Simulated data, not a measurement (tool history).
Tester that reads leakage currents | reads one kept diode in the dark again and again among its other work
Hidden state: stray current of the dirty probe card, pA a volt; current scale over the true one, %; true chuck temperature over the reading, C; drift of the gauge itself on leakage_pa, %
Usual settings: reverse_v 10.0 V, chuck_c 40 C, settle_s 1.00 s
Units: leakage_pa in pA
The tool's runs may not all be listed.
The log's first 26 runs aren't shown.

run    hour  reverse_v  chuck_c  settle_s  hours of work since the probe card was cleaned  hours of work since the tester was calibrated  hours of work since the chuck was calibrated  leakage_pa
 27  1424.0       10.0       34      4.04                                             145                                           1266                                           333      244.15
 28  1485.0       10.0       40      4.97                                             190                                           1312                                           379      368.83
 29  1529.0        5.5       40      1.51                                             224                                           1345                                           412      276.58
 30  1574.4        1.7       23      2.26                                             258                                           1379                                           446       46.81
 31  1610.3       10.0       40      1.00                                             285                                           1406                                           473      375.08
 32  1679.0        4.6       40      0.67                                             336                                           1458                                           525      256.54
 33  1748.7        3.4       29      4.00                                             389                                           1510                                           577      103.70
 34  1816.6        3.4       29      4.00                                             440                                           1561                                           628      103.90
 35  1878.9       10.7       32      0.46                                             486                                           1608                                           675      234.30
 36  1928.8       10.7       32      0.46                                             524                                           1646                                           713      234.73
 37  1969.6       10.7       57      0.46                                             555                                           1676                                           743     1153.07
 38  2031.5       11.6       23      1.41                                             601                                           1723                                           790      128.33
 39  2074.9       10.0       34      6.56                                             634                                           1755                                           822      256.45
 40  2135.4        2.5       41      1.00                                             679                                           1801                                           868      206.72

4 ways to go on from here, each from the tool as it stands after run 40. What would each give?
  A  2196.5        2.5       37      1.00                                             725                                           1847                                           914           ?
  B  2196.5        4.8       36      1.00                                             725                                           1847                                           914           ?
  C  2196.5       10.0       40      0.45                                             725                                           1847                                           914           ?
  D  2196.5       10.0       59      7.63                                             725                                           1847                                           914           ?

run  leakage_pa
  A      159.35
  B      206.13
  C      391.09
  D     1257.20
Without the tool's hidden state the same runs would have given:
run  leakage_pa
  A      148.28
  B      191.35
  C      363.64
  D     1181.77
